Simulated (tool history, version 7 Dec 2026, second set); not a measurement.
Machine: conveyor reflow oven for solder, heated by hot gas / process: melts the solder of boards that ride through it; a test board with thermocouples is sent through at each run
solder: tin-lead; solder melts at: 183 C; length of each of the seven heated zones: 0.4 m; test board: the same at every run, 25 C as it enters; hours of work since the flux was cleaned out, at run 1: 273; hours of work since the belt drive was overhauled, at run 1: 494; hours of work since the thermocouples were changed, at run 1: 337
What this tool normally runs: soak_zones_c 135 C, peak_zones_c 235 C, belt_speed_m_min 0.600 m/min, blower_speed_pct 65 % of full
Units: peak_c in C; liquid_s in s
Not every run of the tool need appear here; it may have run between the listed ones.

run,hour,soak_zones_c,peak_zones_c,belt_speed_m_min,blower_speed_pct,hours of work since the flux was cleaned out,hours of work since the belt drive was overhauled,hours of work since the thermocouples were changed,peak_c,liquid_s
1,0.0,135,235,0.600,65,273,494,337,215.2,57.2
2,12.9,135,235,0.600,65,280,502,345,215.2,57.1
3,25.2,135,235,0.600,65,288,510,352,214.6,56.8
4,39.9,135,235,0.600,65,297,519,361,215.3,56.8
5,63.7,135,235,0.600,65,311,533,375,214.9,56.9
6,74.4,135,235,0.600,65,318,540,382,214.3,56.5
7,84.7,135,235,0.600,65,324,546,388,214.8,56.7
8,98.6,135,235,0.600,65,333,554,397,214.4,56.6
9,114.6,135,235,0.600,65,342,564,406,214.4,56.4
10,125.9,135,235,0.600,65,349,571,413,214.4,56.4
11,146.4,135,235,0.600,65,362,584,426,214.4,56.4
12,161.0,135,235,0.600,65,371,592,435,214.4,56.2
13,172.9,135,235,0.650,65,378,600,442,210.7,48.3
14,194.9,135,235,0.650,65,391,613,455,211.1,48.3
15,214.9,135,235,0.650,65,403,625,468,210.7,47.4
16,228.2,135,235,0.650,65,411,633,476,210.8,48.0
17,240.9,135,235,0.650,65,419,641,483,210.9,47.8
18,252.6,128,234,0.600,65,426,648,490,211.4,50.6
19,264.6,135,247,0.600,72,434,656,498,226.4,66.0
20,275.5,135,247,0.600,72,440,662,504,226.3,66.0
21,296.9,135,247,0.600,72,453,675,517,225.4,66.2
# hour 312.5: flux residue cleaned out of gas plates and filters
22,324.3,139,235,0.600,72,7,689,531,219.6,63.6
23,341.6,135,235,0.614,75,18,699,542,219.0,60.1
24,353.7,135,239,0.600,65,25,707,549,220.4,61.9
25,374.2,120,235,0.612,61,38,719,561,212.2,48.1
26,389.8,143,230,0.537,61,47,729,571,215.7,69.3
27,407.9,128,233,0.575,60,58,740,582,213.3,55.8
28,421.8,139,233,0.523,60,66,748,590,218.0,71.6
29,439.2,135,240,0.536,66,77,759,601,224.5,73.6
30,455.5,127,245,0.678,67,87,769,611,219.9,51.5

4 ways to go on from here, each from the tool as it stands after run 30. What would each give?
A,475.7,147,245,0.678,67,99,781,623,?,?
B,475.7,127,245,0.611,67,99,781,623,?,?
C,475.7,135,235,0.708,62,99,781,623,?,?
D,475.7,127,245,0.678,52,99,781,623,?,?

run,peak_c,liquid_s
A,223.8,60.7
B,223.9,60.7
C,209.0,42.5
D,211.9,44.4
Stripped of hidden state, with their random variation kept, the same runs would have yielded:
run,peak_c,liquid_s
A,225.1,60.6
B,225.3,60.8
C,210.3,43.1
D,213.0,44.7

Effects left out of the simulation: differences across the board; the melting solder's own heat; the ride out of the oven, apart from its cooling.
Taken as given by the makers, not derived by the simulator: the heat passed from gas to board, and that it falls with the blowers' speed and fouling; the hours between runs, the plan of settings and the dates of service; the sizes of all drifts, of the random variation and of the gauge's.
